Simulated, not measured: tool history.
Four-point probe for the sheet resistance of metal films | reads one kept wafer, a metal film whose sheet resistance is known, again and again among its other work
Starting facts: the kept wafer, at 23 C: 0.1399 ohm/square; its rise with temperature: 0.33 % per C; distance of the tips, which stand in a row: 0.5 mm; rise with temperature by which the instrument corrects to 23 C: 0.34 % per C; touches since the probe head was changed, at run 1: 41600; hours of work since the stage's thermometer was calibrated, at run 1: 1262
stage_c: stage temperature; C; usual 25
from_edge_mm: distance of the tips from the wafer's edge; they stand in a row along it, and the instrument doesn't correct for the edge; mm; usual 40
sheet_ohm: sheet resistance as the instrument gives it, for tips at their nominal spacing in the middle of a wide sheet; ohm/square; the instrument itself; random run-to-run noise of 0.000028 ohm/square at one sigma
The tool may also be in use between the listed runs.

run	hour	stage_c	from_edge_mm	touches since the probe head was changed	hours of work since the stage's thermometer was calibrated	sheet_ohm
1	0	25	40	41600	1262	0.139435
2	39.4	25	40	42732	1287	0.139409
3	83.3	25	40	43992	1314	0.13943
4	111.3	20	40	44795	1332	0.139478
5	143.4	25	40	45716	1352	0.139394
6	169	25	40	46451	1368	0.139373
7	204.8	25	22	47477	1391	0.139384
8	229.8	24	22	48196	1407	0.139424
9	265.7	25	13	49226	1429	0.139438

Expected results for the next run?
10	302.7	27	46	50286	1453	?

sheet_ohm: 0.139265 ohm/square
Had the tool carried no hidden state, the very same run would have given sheet_ohm 0.13981 ohm/square.
